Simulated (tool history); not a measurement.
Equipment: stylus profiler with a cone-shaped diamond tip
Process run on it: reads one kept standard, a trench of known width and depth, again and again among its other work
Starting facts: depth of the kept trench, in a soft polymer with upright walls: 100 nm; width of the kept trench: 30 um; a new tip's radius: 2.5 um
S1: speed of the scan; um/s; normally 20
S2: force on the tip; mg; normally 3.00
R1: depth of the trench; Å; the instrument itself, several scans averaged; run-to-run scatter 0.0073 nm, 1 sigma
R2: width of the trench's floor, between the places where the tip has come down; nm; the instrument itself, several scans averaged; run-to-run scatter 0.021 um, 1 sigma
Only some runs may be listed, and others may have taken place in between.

{"run": 1, "day": 0.0, "S1": 20, "S2": 3.0, "R1": 1015.45, "R2": 28550}
{"run": 2, "day": 2.242, "S1": 20, "S2": 3.0, "R1": 1015.45, "R2": 28560}
{"run": 3, "day": 4.496, "S1": 40, "S2": 3.0, "R1": 1015.4, "R2": 28500}
{"run": 4, "day": 6.188, "S1": 20, "S2": 3.0, "R1": 1015.44, "R2": 28550}
{"run": 5, "day": 8.675, "S1": 20, "S2": 3.0, "R1": 1015.44, "R2": 28580}
{"run": 6, "day": 10.575, "S1": 20, "S2": 1.03, "R1": 1007.49, "R2": 28530}
{"run": 7, "day": 13.1, "S1": 20, "S2": 1.03, "R1": 1007.58, "R2": 28530}
{"run": 8, "day": 14.971, "S1": 20, "S2": 1.03, "R1": 1007.65, "R2": 28480}
{"run": 9, "day": 16.158, "S1": 20, "S2": 1.03, "R1": 1007.51, "R2": 28530}
{"run": 10, "day": 18.096, "S1": 20, "S2": 7.04, "R1": 1027.46, "R2": 28590}
{"run": 11, "day": 19.342, "S1": 20, "S2": 7.04, "R1": 1027.42, "R2": 28550}
{"run": 12, "day": 21.779, "S1": 24, "S2": 4.27, "R1": 1019.43, "R2": 28570}
{"run": 13, "day": 23.825, "S1": 17, "S2": 2.19, "R1": 1012.49, "R2": 28560}
{"run": 14, "day": 25.542, "S1": 43, "S2": 1.93, "R1": 1011.52, "R2": 28470}
{"run": 15, "day": 27.867, "S1": 45, "S2": 1.35, "R1": 1009.02, "R2": 28460}
{"run": 16, "day": 29.275, "S1": 29, "S2": 5.98, "R1": 1024.54, "R2": 28550}

Run 17, settings as shown, results not yet in. Your forecast:
{"run": 17, "day": 31.833, "S1": 24, "S2": 5.98, "R1": "?", "R2": "?"}

{"run 17": {"R1": 1024.53, "R2": 28590}}
Were there no unlogged condition in the tool, this run, its random variation unchanged, would have produced R1 1024.50 Å, R2 28600 nm.
